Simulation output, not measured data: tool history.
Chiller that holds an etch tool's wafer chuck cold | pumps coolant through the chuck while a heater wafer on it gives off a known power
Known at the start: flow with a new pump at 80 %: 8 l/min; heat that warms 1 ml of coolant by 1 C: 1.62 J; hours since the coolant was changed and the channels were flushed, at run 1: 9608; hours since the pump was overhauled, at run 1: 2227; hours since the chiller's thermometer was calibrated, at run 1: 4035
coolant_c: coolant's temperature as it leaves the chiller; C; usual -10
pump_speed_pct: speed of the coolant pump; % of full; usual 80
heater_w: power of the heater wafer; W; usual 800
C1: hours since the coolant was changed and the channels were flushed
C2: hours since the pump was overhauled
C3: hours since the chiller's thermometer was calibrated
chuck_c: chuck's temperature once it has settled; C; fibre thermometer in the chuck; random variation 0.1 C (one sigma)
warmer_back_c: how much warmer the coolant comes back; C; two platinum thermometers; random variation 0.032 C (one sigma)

run 1 hour=0.0 | coolant_c=-10 pump_speed_pct=80 heater_w=800 | C1=9608 C2=2227 C3=4035 | chuck_c=-1.6 warmer_back_c=3.87
run 2 hour=103.6 | coolant_c=-10 pump_speed_pct=80 heater_w=800 | C1=9711 C2=2330 C3=4138 | chuck_c=-1.5 warmer_back_c=3.86
run 3 hour=154.7 | coolant_c=-10 pump_speed_pct=80 heater_w=800 | C1=9762 C2=2381 C3=4189 | chuck_c=-1.5 warmer_back_c=3.82
run 4 hour=267.0 | coolant_c=-16 pump_speed_pct=80 heater_w=800 | C1=9875 C2=2494 C3=4302 | chuck_c=-7.6 warmer_back_c=3.89
run 5 hour=316.5 | coolant_c=-16 pump_speed_pct=80 heater_w=800 | C1=9924 C2=2543 C3=4351 | chuck_c=-7.6 warmer_back_c=3.85
run 6 hour=427.7 | coolant_c=-16 pump_speed_pct=80 heater_w=800 | C1=10035 C2=2655 C3=4462 | chuck_c=-7.5 warmer_back_c=3.92
run 7 hour=498.1 | coolant_c=-20 pump_speed_pct=99 heater_w=408 | C1=10106 C2=2725 C3=4533 | chuck_c=-16.2 warmer_back_c=1.57
-- hour=535.7 coolant changed, channels flushed
run 8 hour=618.2 | coolant_c=-10 pump_speed_pct=91 heater_w=908 | C1=83 C2=2839 C3=4647 | chuck_c=-1.7 warmer_back_c=3.88
run 9 hour=688.2 | coolant_c=-5 pump_speed_pct=79 heater_w=800 | C1=153 C2=2909 C3=4717 | chuck_c=2.9 warmer_back_c=3.94
run 10 hour=752.1 | coolant_c=-5 pump_speed_pct=79 heater_w=800 | C1=216 C2=2973 C3=4781 | chuck_c=2.9 warmer_back_c=3.94

Hidden state or all else? Some run-to-run changes of chuck_c, split into what the settings, what came in and random variation would give without the hidden state, and what is left for the hidden state (with any gauge scatter that isn't in both results):
The hidden state here: heat passed by the chuck's channels, % of clean ones'; flow at a given pump speed, % of a new pump's; coolant's true temperature over the reading, C; drift of the gauge itself on chuck_c, C; drift of the gauge itself on warmer_back_c, C.
Run 6 -> 7: coolant_c -16 -> -20, pump_speed_pct 80 -> 99, heater_w 800 -> 408. chuck_c -8.7 C: hidden state -0.5, all else -8.2.
Run 7 -> 8: coolant_c -20 -> -10, pump_speed_pct 99 -> 91, heater_w 408 -> 908, coolant changed, channels flushed. chuck_c +14.5 C: hidden state -0.1, all else +14.6.
